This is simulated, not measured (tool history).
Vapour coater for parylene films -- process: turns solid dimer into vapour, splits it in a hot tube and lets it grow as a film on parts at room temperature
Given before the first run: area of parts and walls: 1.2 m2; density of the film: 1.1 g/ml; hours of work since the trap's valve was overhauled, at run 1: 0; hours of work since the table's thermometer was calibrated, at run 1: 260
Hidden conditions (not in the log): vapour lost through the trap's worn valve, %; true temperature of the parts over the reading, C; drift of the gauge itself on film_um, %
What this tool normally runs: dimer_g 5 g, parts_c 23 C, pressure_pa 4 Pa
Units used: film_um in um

| run | hour | dimer_g | parts_c | pressure_pa | hours of work since the trap's valve was overhauled | hours of work since the table's thermometer was calibrated | film_um |
|---|---|---|---|---|---|---|---|
| 1 | 0 | 5 | 23 | 4 | 0 | 260 | 1.78 |
| 2 | 32.4 | 5 | 23 | 4 | 27 | 287 | 1.76 |
| 3 | 86.4 | 5 | 23 | 4 | 73 | 333 | 1.73 |
| 4 | 132 | 5 | 23 | 4 | 111 | 372 | 1.67 |
| 5 | 156.1 | 5 | 23 | 4 | 132 | 392 | 1.69 |
| 6 | 208.2 | 5 | 23 | 4 | 176 | 436 | 1.63 |
| 7 | 242.8 | 5 | 23 | 4 | 205 | 465 | 1.59 |
| 8 | 265.6 | 5 | 18 | 4 | 224 | 484 | 2.02 |
|  | 299.3 | trap's valve overhauled |
| 9 | 301 | 5 | 18 | 4 | 1 | 511 | 2.27 |
| 10 | 343.7 | 5 | 18 | 4 | 37 | 547 | 2.23 |
| 11 | 382.3 | 5 | 18 | 4 | 70 | 579 | 2.22 |
| 12 | 411.4 | 5 | 18 | 4 | 95 | 604 | 2.18 |
| 13 | 463.9 | 5 | 18 | 3.95 | 139 | 648 | 2.15 |
| 14 | 505.1 | 5 | 18 | 2.23 | 174 | 683 | 2.12 |
| 15 | 536 | 5 | 18 | 2.23 | 200 | 709 | 2.18 |
| 16 | 586.5 | 5 | 18 | 2.23 | 242 | 751 | 2.09 |
|  | 598 | trap's valve overhauled |
| 17 | 629.5 | 5 | 18 | 2.23 | 27 | 784 | 2.36 |
| 18 | 675.6 | 5 | 18 | 2.23 | 65 | 823 | 2.32 |
| 19 | 726.9 | 6 | 23 | 4 | 109 | 867 | 2.03 |
| 20 | 754.6 | 5 | 23 | 5.69 | 132 | 890 | 1.63 |
| 21 | 788.7 | 5 | 16 | 4 | 161 | 919 | 2.33 |
| 22 | 838.8 | 5 | 16 | 4 | 203 | 961 | 2.22 |
| 23 | 878.2 | 5 | 23 | 4 | 236 | 994 | 1.55 |
|  | 897.4 | trap's valve overhauled |
| 24 | 905.9 | 5 | 23 | 4 | 7 | 1014 | 1.82 |
| 25 | 956.8 | 3 | 23 | 4 | 50 | 1057 | 1.06 |
| 26 | 998.9 | 3 | 23 | 4.52 | 86 | 1093 | 1.07 |
| 27 | 1041.7 | 3 | 23 | 4.52 | 122 | 1129 | 1.01 |
| 28 | 1085.7 | 3 | 33 | 2.4 | 159 | 1166 | 0.65 |
| 29 | 1142.6 | 6 | 21 | 6.91 | 207 | 1214 | 2.06 |
| 30 | 1176.3 | 6 | 21 | 6.91 | 235 | 1242 | 2.05 |
|  | 1195.4 | trap's valve overhauled |
| 31 | 1219.9 | 6 | 21 | 6.91 | 21 | 1276 | 2.27 |
| 32 | 1274 | 4 | 25 | 2.49 | 66 | 1321 | 1.32 |
| 33 | 1312 | 4 | 25 | 2.49 | 98 | 1353 | 1.3 |
| 34 | 1345.1 | 4 | 25 | 3.49 | 126 | 1381 | 1.23 |
| 35 | 1371.9 | 7 | 21 | 11.66 | 149 | 1404 | 2.37 |
| 36 | 1406.6 | 5 | 23 | 8.87 | 178 | 1433 | 1.56 |
| 37 | 1454.9 | 5 | 23 | 8.87 | 219 | 1474 | 1.53 |
| 38 | 1484.1 | 5 | 24 | 4.5 | 244 | 1499 | 1.5 |
|  | 1495.5 | trap's valve overhauled |
| 39 | 1537.9 | 5 | 24 | 4.5 | 36 | 1541 | 1.7 |
| 40 | 1572.1 | 3 | 21 | 3.09 | 65 | 1570 | 1.19 |
| 41 | 1607 | 7 | 23 | 8.02 | 94 | 1599 | 2.27 |
| 42 | 1636.4 | 8 | 16 | 4.63 | 119 | 1624 | 3.82 |
| 43 | 1689.4 | 8 | 16 | 4.63 | 164 | 1668 | 3.74 |
| 44 | 1727.7 | 3 | 30 | 4.63 | 196 | 1701 | 0.69 |
| 45 | 1752.4 | 3 | 19 | 4.63 | 217 | 1722 | 1.18 |
|  | 1787 | table's thermometer calibrated |
|  | 1795.5 | trap's valve overhauled |
| 46 | 1796.2 | 5 | 23 | 7.59 | 1 | 4 | 1.68 |
| 47 | 1831.8 | 3 | 28 | 4 | 31 | 34 | 0.83 |

For each entry between runs, how does the tool's hidden state at the last listed run before it compare with that at the first listed run after it?
Runs 8 to 9: trap's valve overhauled (hour 299.3)
  vapour lost through the trap's worn valve, %: 11.9 -> 0.3; true temperature of the parts over the reading, C: -0.16 -> -0.18
  the result without the hidden state subtracted from the measured one, film_um: -0.25 -> +0.02 um
Runs 16 to 17: trap's valve overhauled (hour 598)
  vapour lost through the trap's worn valve, %: 12.9 -> 1.9; true temperature of the parts over the reading, C: -0.28 -> -0.3
  the result without the hidden state subtracted from the measured one, film_um: -0.28 -> -0.01 um
Runs 23 to 24: trap's valve overhauled (hour 897.4)
  vapour lost through the trap's worn valve, %: 12.8 -> 0.4; true temperature of the parts over the reading, C: -0.39 -> -0.4
  the result without the hidden state subtracted from the measured one, film_um: -0.2 -> +0.03 um
Runs 30 to 31: trap's valve overhauled (hour 1195.4)
  vapour lost through the trap's worn valve, %: 12 -> 1.9; true temperature of the parts over the reading, C: -0.51 -> -0.52
  the result without the hidden state subtracted from the measured one, film_um: -0.22 -> +0.01 um
Runs 38 to 39: trap's valve overhauled (hour 1495.5)
  vapour lost through the trap's worn valve, %: 13.6 -> 2; true temperature of the parts over the reading, C: -0.62 -> -0.64
  the result without the hidden state subtracted from the measured one, film_um: -0.19 -> +0.01 um
Runs 45 to 46: table's thermometer calibrated (hour 1787); trap's valve overhauled (hour 1795.5)
  vapour lost through the trap's worn valve, %: 12.1 -> 0.6; true temperature of the parts over the reading, C: -0.73 -> -0.2
  the result without the hidden state subtracted from the measured one, film_um: -0.12 -> +0 um

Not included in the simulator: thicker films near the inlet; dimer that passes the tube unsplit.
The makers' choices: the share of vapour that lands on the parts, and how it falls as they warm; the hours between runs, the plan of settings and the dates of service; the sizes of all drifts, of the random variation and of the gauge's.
